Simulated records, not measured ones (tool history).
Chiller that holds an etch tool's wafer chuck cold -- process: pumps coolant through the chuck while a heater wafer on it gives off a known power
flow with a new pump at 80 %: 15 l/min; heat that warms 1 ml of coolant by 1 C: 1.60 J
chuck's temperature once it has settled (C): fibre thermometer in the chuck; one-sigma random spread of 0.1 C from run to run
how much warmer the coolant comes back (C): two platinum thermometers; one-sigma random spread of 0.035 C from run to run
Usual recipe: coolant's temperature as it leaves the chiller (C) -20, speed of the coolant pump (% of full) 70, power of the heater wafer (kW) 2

run   hour  coolant's temperature as it leaves the chiller (C)  speed of the coolant pump (% of full)  power of the heater wafer (kW)  chuck's temperature once it has settled (C)  how much warmer the coolant comes back (C)
  1      0                                                 -20                                     70                               2                                          7.1                                        6.15
  2   37.1                                                 -20                                     70                           2.138                                          9.1                                         6.5
  3  103.2                                                 -20                                     70                               2                                          7.1                                        6.08
  4  138.8                                                 -20                                     70                               2                                          7.4                                        6.07
  5  200.1                                                 -20                                     70                               2                                          7.3                                         6.1
  6  232.6                                                 -10                                     70                               2                                         17.1                                        6.11
  7  281.4                                                 -20                                     76                               2                                          5.5                                        5.59
  8  308.5                                                 -20                                     70                               2                                          7.3                                        6.12
     319.7  -- coolant pump overhauled
  9  362.8                                                 -20                                     72                               2                                          7.2                                        6.11
 10    408                                                 -20                                     72                               2                                          7.3                                        6.02
 11  469.8                                                 -20                                     72                               2                                          7.3                                        6.06
 12  514.4                                                 -20                                     72                               2                                          7.3                                        6.06
 13    562                                                 -20                                     72                               2                                          7.6                                        6.09
 14  603.4                                                 -16                                     87                           2.328                                         11.6                                        5.75
 15  637.4                                                 -16                                     87                           2.328                                         11.5                                        5.76

What does the tool deliver on the next run?
     654.6  -- coolant pump overhauled, once more
 16  676.7                                                 -16                                     74                           2.328                                            ?                                           ?

chuck's temperature once it has settled (C): 13.6
how much warmer the coolant comes back (C): 6.35
With no hidden state in the tool, this same run would have given chuck's temperature once it has settled (C) 10.6, how much warmer the coolant comes back (C) 6.32.
